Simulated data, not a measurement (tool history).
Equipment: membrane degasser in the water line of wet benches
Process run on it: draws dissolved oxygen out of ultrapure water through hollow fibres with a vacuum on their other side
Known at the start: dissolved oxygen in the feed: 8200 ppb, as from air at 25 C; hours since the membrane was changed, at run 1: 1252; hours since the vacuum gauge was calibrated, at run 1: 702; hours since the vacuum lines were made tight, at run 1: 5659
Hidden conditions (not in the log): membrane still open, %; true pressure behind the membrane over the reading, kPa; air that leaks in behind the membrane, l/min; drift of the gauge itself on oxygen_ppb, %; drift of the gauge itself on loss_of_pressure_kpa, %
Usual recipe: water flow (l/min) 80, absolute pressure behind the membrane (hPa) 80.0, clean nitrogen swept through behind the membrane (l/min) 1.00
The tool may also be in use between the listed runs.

run     day  water flow (l/min)  absolute pressure behind the membrane (hPa)  clean nitrogen swept through behind the membrane (l/min)  hours since the membrane was changed  hours since the vacuum gauge was calibrated  hours since the vacuum lines were made tight  dissolved oxygen in the water behind the degasser (ppb)  pressure that the water loses in the fibres (hPa)
  1   0.000                  80                                         80.0                                                      1.00                                  1252                                          702                                          5659                                                    723.4                                              641.9
  2   2.129                  80                                         49.8                                                      1.00                                  1303                                          753                                          5710                                                    354.2                                              645.8
  3   3.900                  80                                         80.0                                                      1.00                                  1346                                          795                                          5753                                                    724.7                                              642.5
  4   6.188                  80                                         80.0                                                      1.00                                  1401                                          850                                          5808                                                    720.1                                              643.8
  5   7.462                  80                                         80.0                                                      2.01                                  1431                                          881                                          5838                                                    490.2                                              642.0
  6   9.429                  80                                         80.0                                                      2.01                                  1478                                          928                                          5886                                                    483.9                                              641.7
  7  10.850                  80                                         80.0                                                      1.94                                  1513                                          962                                          5920                                                    498.5                                              640.7
  8  13.075                  80                                         80.0                                                      1.94                                  1566                                         1015                                          5973                                                    496.3                                              635.4
  9  14.950                  80                                         80.0                                                      1.41                                  1611                                         1060                                          6018                                                    599.7                                              632.5
 10  17.225                  80                                         80.0                                                      1.41                                  1666                                         1115                                          6073                                                    599.4                                              629.6
 11  18.392                  80                                         80.0                                                      1.41                                  1694                                         1143                                          6101                                                    598.8                                              633.6
 12  19.567                  80                                         80.0                                                      1.00                                  1722                                         1171                                          6129                                                    723.6                                              634.8
 13  21.396                  54                                         80.0                                                      1.00                                  1766                                         1215                                          6173                                                    524.8                                              425.6
     21.983  -- gauge calibrated
 14  22.712                  54                                         80.0                                                      1.00                                  1797                                         1247                                          6205                                                    523.6                                              437.0
 15  23.742                  80                                         80.0                                                      1.00                                  1822                                         1271                                          6229                                                    721.7                                              648.1
 16  24.792                  80                                         80.0                                                      1.00                                  1847                                         1297                                          6254                                                    724.9                                              645.2
 17  26.850                 111                                        157.6                                                      1.00                                  1897                                         1346                                          6304                                                   1911.8                                              898.7
 18  28.558                 111                                         88.0                                                      1.49                                  1938                                         1387                                          6345                                                    848.4                                              891.9
 19  30.842                  80                                        108.2                                                      1.00                                  1992                                         1442                                          6400                                                   1038.0                                              639.7
 20  31.821                  80                                         71.0                                                      1.41                                  2016                                         1465                                          6423                                                    511.6                                              641.4
 21  33.292                  51                                        195.0                                                      2.73                                  2051                                         1501                                          6458                                                    689.3                                              407.3
 22  35.138                  80                                        182.9                                                      2.60                                  2096                                         1545                                          6503                                                    992.0                                              641.3
 23  36.321                  80                                        182.9                                                      2.60                                  2124                                         1573                                          6531                                                    993.1                                              634.6
 24  37.900                  80                                        182.9                                                      2.60                                  2162                                         1611                                          6569                                                    992.2                                              636.7
 25  38.954                  80                                         55.2                                                      1.18                                  2187                                         1636                                          6594                                                    392.6                                              635.8
 26  40.246                 108                                        140.1                                                      0.57                                  2218                                         1667                                          6625                                                   2175.2                                              861.0
 27  42.317                 101                                         80.0                                                      0.52                                  2268                                         1717                                          6675                                                   1145.3                                              804.5
 28  43.567                  94                                         96.8                                                      2.25                                  2298                                         1747                                          6705                                                    662.9                                              747.0
 29  44.517                  94                                         96.8                                                      1.40                                  2321                                         1770                                          6728                                                    860.9                                              741.1
 30  45.771                  94                                         96.8                                                      1.40                                  2351                                         1800                                          6758                                                    857.4                                              742.3
 31  48.062                  69                                         96.8                                                      0.43                                  2406                                         1855                                          6813                                                   1278.8                                              540.4
 32  49.808                  84                                         96.8                                                      0.43                                  2448                                         1897                                          6855                                                   1423.4                                              660.6

Hidden state or all else? Some run-to-run changes of pressure that the water loses in the fibres (hPa), split into what the settings, what came in and random variation would give without the hidden state, and what is left for the hidden state (with any gauge scatter that isn't in both results):
Run 13 -> 14: gauge calibrated. pressure that the water loses in the fibres (hPa) +11.4: hidden state +9.0, all else +2.4.
Run 16 -> 17: water flow (l/min) 80 -> 111, absolute pressure behind the membrane (hPa) 80.0 -> 157.6. pressure that the water loses in the fibres (hPa) +253.5: hidden state -2.5, all else +256.0.
Run 18 -> 19: water flow (l/min) 111 -> 80, absolute pressure behind the membrane (hPa) 88.0 -> 108.2, clean nitrogen swept through behind the membrane (l/min) 1.49 -> 1.00. pressure that the water loses in the fibres (hPa) -252.2: hidden state +0.1, all else -252.3.
Run 20 -> 21: water flow (l/min) 80 -> 51, absolute pressure behind the membrane (hPa) 71.0 -> 195.0, clean nitrogen swept through behind the membrane (l/min) 1.41 -> 2.73. pressure that the water loses in the fibres (hPa) -234.1: hidden state +1.7, all else -235.8.
Run 25 -> 26: water flow (l/min) 80 -> 108, absolute pressure behind the membrane (hPa) 55.2 -> 140.1, clean nitrogen swept through behind the membrane (l/min) 1.18 -> 0.57. pressure that the water loses in the fibres (hPa) +225.2: hidden state -5.0, all else +230.2.
Run 31 -> 32: water flow (l/min) 69 -> 84. pressure that the water loses in the fibres (hPa) +120.2: hidden state -4.3, all else +124.5.
